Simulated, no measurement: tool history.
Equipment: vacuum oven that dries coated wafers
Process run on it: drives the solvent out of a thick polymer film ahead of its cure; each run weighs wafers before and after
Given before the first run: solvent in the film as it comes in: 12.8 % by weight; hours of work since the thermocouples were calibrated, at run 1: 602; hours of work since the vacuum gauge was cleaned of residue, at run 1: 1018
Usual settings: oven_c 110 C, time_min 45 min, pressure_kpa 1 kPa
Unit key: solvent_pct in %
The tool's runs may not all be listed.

run,hour,oven_c,time_min,pressure_kpa,hours of work since the thermocouples were calibrated,hours of work since the vacuum gauge was cleaned of residue,solvent_pct
1,0,110,45,1,602,1018,2.46
2,26.4,110,45,1.19,617,1032,2.68
3,51.2,110,32,1,630,1046,3.43
4,74.2,110,32,1,643,1059,3.37
5,102,110,32,1,658,1074,3.44
6,123.5,110,32,1,670,1085,3.41
7,149.1,110,45,1,683,1099,2.59
8,160.7,110,45,3.99,690,1106,5.53
9,186.4,110,45,3.99,704,1120,5.52
10,207.7,110,45,3.99,716,1131,5.46
11,232.9,110,45,1,729,1145,2.48
# hour 241.3: vacuum gauge cleaned of residue and calibrated
12,258.5,124,45,1,742,9,0.75
13,270.3,124,45,1,749,16,0.76
14,289,110,23,1,759,26,4.22
15,304,123,23,1,767,34,1.52
16,329.5,97,23,1,781,48,7.25
17,353.1,97,23,1,794,61,7.22
18,369.1,97,23,1,803,70,7.35
19,386.1,122,45,3.4,812,79,2.62
20,413.1,122,36,0.59,827,94,0.73
21,424.7,122,36,0.59,833,100,0.78
22,447.3,122,36,0.59,845,112,0.73
23,462,110,45,1.58,854,120,2.83
24,477,100,45,2.19,862,129,5.89
25,500.2,122,80,3.77,874,141,2.83
26,513,122,74,3.77,881,148,2.83
27,525.3,111,23,1.7,888,155,4.59
28,539.2,114,36,1.85,896,163,2.8
29,551,98,46,1.05,902,169,5.05
30,567.7,98,46,1.05,911,178,5.03
31,583.1,117,45,1.5,920,187,1.69
32,596,105,28,1.5,927,194,5.35
33,609.8,96,51,1.44,934,201,5.78
34,632,96,51,1.44,946,213,5.76
35,655.8,96,51,1.44,959,226,5.85

Hidden state or all else? Some run-to-run changes of solvent_pct, split into what the settings, what came in and random variation would give without the hidden state, and what is left for the hidden state (with any gauge scatter that isn't in both results):
Hidden state present: true wafer temperature over the reading, C; true pressure over the reading, kPa; drift of the gauge itself on solvent_pct, %.
Run 11 -> 12: oven_c 110 -> 124, vacuum gauge cleaned of residue and calibrated. solvent_pct -1.73 %: hidden state -0.63, all else -1.1.
Run 13 -> 14: oven_c 124 -> 110, time_min 45 -> 23. solvent_pct +3.46 %: hidden state +0.34, all else +3.12.
Run 15 -> 16: oven_c 123 -> 97. solvent_pct +5.73 %: hidden state +0.15, all else +5.58.
Run 18 -> 19: oven_c 97 -> 122, time_min 23 -> 45, pressure_kpa 1 -> 3.4. solvent_pct -4.73 %: hidden state -0.2, all else -4.53.
Run 24 -> 25: oven_c 100 -> 122, time_min 45 -> 80, pressure_kpa 2.19 -> 3.77. solvent_pct -3.06 %: hidden state -0.35, all else -2.71.
Run 31 -> 32: oven_c 117 -> 105, time_min 45 -> 28. solvent_pct +3.66 %: hidden state +0.31, all else +3.35.
